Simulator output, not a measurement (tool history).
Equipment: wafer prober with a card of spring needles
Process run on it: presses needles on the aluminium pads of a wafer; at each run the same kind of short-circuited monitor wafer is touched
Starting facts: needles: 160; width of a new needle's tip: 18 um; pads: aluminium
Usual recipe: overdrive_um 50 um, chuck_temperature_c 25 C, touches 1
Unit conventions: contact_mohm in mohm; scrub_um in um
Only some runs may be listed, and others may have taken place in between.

run   hour  overdrive_um  chuck_temperature_c  touches  contact_mohm  scrub_um
  1    0.0            50                   25        1           269     12.25
       2.5  -- tips cleaned on abrasive film
      10.0  -- height of the first contact set anew
      12.5  -- tips cleaned on abrasive film
      24.6  -- tips cleaned on abrasive film
      36.7  -- tips cleaned on abrasive film
      48.8  -- tips cleaned on abrasive film
  2   58.0            50                   25        1           267     11.87
      60.5  -- tips cleaned on abrasive film
      70.2  -- tips cleaned on abrasive film
      82.3  -- tips cleaned on abrasive film
      94.4  -- tips cleaned on abrasive film
     106.5  -- tips cleaned on abrasive film
  3  114.0            50                   25        2           274     11.71
     116.5  -- tips cleaned on abrasive film
     128.6  -- tips cleaned on abrasive film
     140.7  -- tips cleaned on abrasive film
     152.8  -- tips cleaned on abrasive film
     164.9  -- tips cleaned on abrasive film
  4  172.5            50                   25        2           269     11.79
     175.0  -- tips cleaned on abrasive film
     184.7  -- tips cleaned on abrasive film
     196.8  -- tips cleaned on abrasive film
     206.5  -- tips cleaned on abrasive film
  5  213.2            50                   25        2           274     11.88
     218.1  -- tips cleaned on abrasive film
     230.2  -- tips cleaned on abrasive film
     239.9  -- tips cleaned on abrasive film
     252.0  -- tips cleaned on abrasive film
     264.1  -- tips cleaned on abrasive film
     276.2  -- tips cleaned on abrasive film
  6  283.5            50                   25        2           273     12.02
     286.1  -- tips cleaned on abrasive film
     298.1  -- tips cleaned on abrasive film
     307.8  -- tips cleaned on abrasive film
     317.5  -- tips cleaned on abrasive film
  7  325.2            50                   25        1           270     11.86
     327.7  -- tips cleaned on abrasive film
     339.8  -- tips cleaned on abrasive film
     349.5  -- tips cleaned on abrasive film
     361.6  -- tips cleaned on abrasive film
  8  366.1            36                   25        2           280      8.43
     373.4  -- tips cleaned on abrasive film
     385.5  -- tips cleaned on abrasive film
     395.2  -- tips cleaned on abrasive film
     407.3  -- tips cleaned on abrasive film
     419.4  -- tips cleaned on abrasive film
  9  427.8            39                   28        1           279      9.55
     430.3  -- tips cleaned on abrasive film
     440.0  -- tips cleaned on abrasive film
     449.7  -- tips cleaned on abrasive film
     461.8  -- tips cleaned on abrasive film
 10  469.2            39                   28        1           279      9.36
     471.7  -- tips cleaned on abrasive film
     481.4  -- tips cleaned on abrasive film
     493.5  -- tips cleaned on abrasive film
     496.2  -- height of the first contact set anew
     503.5  -- tips cleaned on abrasive film
     515.6  -- tips cleaned on abrasive film
     527.6  -- tips cleaned on abrasive film
     537.3  -- tips cleaned on abrasive film
 11  539.7            50                   28        1           268     11.64
     549.4  -- tips cleaned on abrasive film
     559.1  -- tips cleaned on abrasive film
     568.8  -- tips cleaned on abrasive film
     580.9  -- tips cleaned on abrasive film
     590.6  -- tips cleaned on abrasive film
 12  591.3            68                   25        1           262     16.04
     601.0  -- tips cleaned on abrasive film
     613.1  -- tips cleaned on abrasive film
     622.8  -- tips cleaned on abrasive film
     632.5  -- tips cleaned on abrasive film
     644.6  -- tips cleaned on abrasive film
     654.3  -- tips cleaned on abrasive film
     666.4  -- tips cleaned on abrasive film
 13  669.3            68                   25        1           269     16.34

Predict the results of run 14:
     676.6  -- tips cleaned on abrasive film
     686.3  -- tips cleaned on abrasive film
     698.4  -- tips cleaned on abrasive film
 14  707.5            68                   25        1             ?         ?

{"run 14": {"contact_mohm": 261, "scrub_um": 16.3}}
With the hidden condition absent and the run-to-run variation left alone, this run would have shown contact_mohm 261 mohm, scrub_um 16.30 um.
